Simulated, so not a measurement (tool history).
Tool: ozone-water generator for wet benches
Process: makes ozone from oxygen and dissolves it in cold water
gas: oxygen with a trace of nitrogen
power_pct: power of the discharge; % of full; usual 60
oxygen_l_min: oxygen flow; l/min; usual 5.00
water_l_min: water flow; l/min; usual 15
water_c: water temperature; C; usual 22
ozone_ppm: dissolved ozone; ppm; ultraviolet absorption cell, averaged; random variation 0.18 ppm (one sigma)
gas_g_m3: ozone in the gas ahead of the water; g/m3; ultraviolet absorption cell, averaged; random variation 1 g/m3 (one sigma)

{"run": 1, "hour": 0.0, "power_pct": 60, "oxygen_l_min": 5.0, "water_l_min": 15, "water_c": 22, "ozone_ppm": 23.9, "gas_g_m3": 182.6}
{"run": 2, "hour": 35.7, "power_pct": 60, "oxygen_l_min": 5.0, "water_l_min": 15, "water_c": 22, "ozone_ppm": 23.9, "gas_g_m3": 182.2}
{"run": 3, "hour": 71.1, "power_pct": 60, "oxygen_l_min": 5.0, "water_l_min": 15, "water_c": 22, "ozone_ppm": 23.8, "gas_g_m3": 185.2}
{"run": 4, "hour": 95.6, "power_pct": 60, "oxygen_l_min": 5.0, "water_l_min": 15, "water_c": 22, "ozone_ppm": 24.2, "gas_g_m3": 181.7}
{"run": 5, "hour": 141.6, "power_pct": 60, "oxygen_l_min": 5.0, "water_l_min": 15, "water_c": 22, "ozone_ppm": 23.8, "gas_g_m3": 183.5}
{"run": 6, "hour": 172.5, "power_pct": 60, "oxygen_l_min": 5.0, "water_l_min": 15, "water_c": 22, "ozone_ppm": 24.1, "gas_g_m3": 183.6}
{"run": 7, "hour": 214.9, "power_pct": 60, "oxygen_l_min": 3.15, "water_l_min": 15, "water_c": 22, "ozone_ppm": 25.3, "gas_g_m3": 247.2}
{"run": 8, "hour": 246.7, "power_pct": 60, "oxygen_l_min": 5.0, "water_l_min": 15, "water_c": 22, "ozone_ppm": 23.9, "gas_g_m3": 184.9}
{"run": 9, "hour": 279.7, "power_pct": 60, "oxygen_l_min": 5.0, "water_l_min": 15, "water_c": 22, "ozone_ppm": 23.9, "gas_g_m3": 184.0}
{"run": 10, "hour": 305.9, "power_pct": 60, "oxygen_l_min": 4.7, "water_l_min": 15, "water_c": 22, "ozone_ppm": 24.3, "gas_g_m3": 193.1}
{"run": 11, "hour": 330.0, "power_pct": 60, "oxygen_l_min": 5.0, "water_l_min": 15, "water_c": 22, "ozone_ppm": 24.1, "gas_g_m3": 185.5}
{"run": 12, "hour": 375.8, "power_pct": 60, "oxygen_l_min": 5.0, "water_l_min": 15, "water_c": 21, "ozone_ppm": 24.5, "gas_g_m3": 184.7}
{"run": 13, "hour": 415.7, "power_pct": 60, "oxygen_l_min": 5.0, "water_l_min": 15, "water_c": 22, "ozone_ppm": 24.1, "gas_g_m3": 187.1}
{"run": 14, "hour": 448.0, "power_pct": 60, "oxygen_l_min": 8.82, "water_l_min": 16, "water_c": 24, "ozone_ppm": 19.7, "gas_g_m3": 129.1}
{"run": 15, "hour": 489.0, "power_pct": 74, "oxygen_l_min": 8.82, "water_l_min": 16, "water_c": 24, "ozone_ppm": 22.8, "gas_g_m3": 153.9}
{"run": 16, "hour": 513.4, "power_pct": 60, "oxygen_l_min": 4.74, "water_l_min": 9, "water_c": 22, "ozone_ppm": 31.8, "gas_g_m3": 190.7}
{"run": 17, "hour": 550.9, "power_pct": 48, "oxygen_l_min": 5.0, "water_l_min": 15, "water_c": 26, "ozone_ppm": 18.7, "gas_g_m3": 155.4}
{"run": 18, "hour": 583.1, "power_pct": 48, "oxygen_l_min": 3.78, "water_l_min": 15, "water_c": 15, "ozone_ppm": 23.2, "gas_g_m3": 187.8}
{"run": 19, "hour": 612.8, "power_pct": 49, "oxygen_l_min": 5.26, "water_l_min": 15, "water_c": 28, "ozone_ppm": 17.9, "gas_g_m3": 154.8}
{"run": 20, "hour": 639.9, "power_pct": 49, "oxygen_l_min": 5.26, "water_l_min": 15, "water_c": 28, "ozone_ppm": 18.0, "gas_g_m3": 155.7}
{"run": 21, "hour": 663.2, "power_pct": 49, "oxygen_l_min": 5.26, "water_l_min": 15, "water_c": 28, "ozone_ppm": 18.2, "gas_g_m3": 154.0}
{"run": 22, "hour": 704.0, "power_pct": 89, "oxygen_l_min": 2.84, "water_l_min": 14, "water_c": 23, "ozone_ppm": 36.4, "gas_g_m3": 368.5}
{"hour": 747.2, "done": "gauge calibrated"}
{"run": 23, "hour": 750.5, "power_pct": 68, "oxygen_l_min": 8.88, "water_l_min": 20, "water_c": 23, "ozone_ppm": 19.1, "gas_g_m3": 139.0}
{"run": 24, "hour": 799.3, "power_pct": 81, "oxygen_l_min": 2.59, "water_l_min": 21, "water_c": 17, "ozone_ppm": 25.8, "gas_g_m3": 351.6}
{"run": 25, "hour": 830.4, "power_pct": 81, "oxygen_l_min": 2.59, "water_l_min": 21, "water_c": 17, "ozone_ppm": 25.5, "gas_g_m3": 349.6}

Forecast each of these 5 alternatives for the next run:
{"run": "A", "hour": 873.5, "power_pct": 59, "oxygen_l_min": 2.59, "water_l_min": 24, "water_c": 17, "ozone_ppm": "?", "gas_g_m3": "?"}
{"run": "B", "hour": 873.5, "power_pct": 81, "oxygen_l_min": 2.75, "water_l_min": 11, "water_c": 22, "ozone_ppm": "?", "gas_g_m3": "?"}
{"run": "C", "hour": 873.5, "power_pct": 60, "oxygen_l_min": 8.27, "water_l_min": 15, "water_c": 19, "ozone_ppm": "?", "gas_g_m3": "?"}
{"run": "D", "hour": 873.5, "power_pct": 60, "oxygen_l_min": 2.85, "water_l_min": 22, "water_c": 17, "ozone_ppm": "?", "gas_g_m3": "?"}
{"run": "E", "hour": 873.5, "power_pct": 60, "oxygen_l_min": 7.1, "water_l_min": 15, "water_c": 18, "ozone_ppm": "?", "gas_g_m3": "?"}

run=A ozone_ppm=17.9 gas_g_m3=274.0
run=B ozone_ppm=40.2 gas_g_m3=343.1
run=C ozone_ppm=22.3 gas_g_m3=132.9
run=D ozone_ppm=19.7 gas_g_m3=262.2
run=E ozone_ppm=23.9 gas_g_m3=146.7
Without the tool's hidden state the same runs would have given:
run=A ozone_ppm=18.0 gas_g_m3=272.8
run=B ozone_ppm=40.3 gas_g_m3=341.6
run=C ozone_ppm=22.3 gas_g_m3=132.3
run=D ozone_ppm=19.7 gas_g_m3=261.1
run=E ozone_ppm=23.9 gas_g_m3=146.0
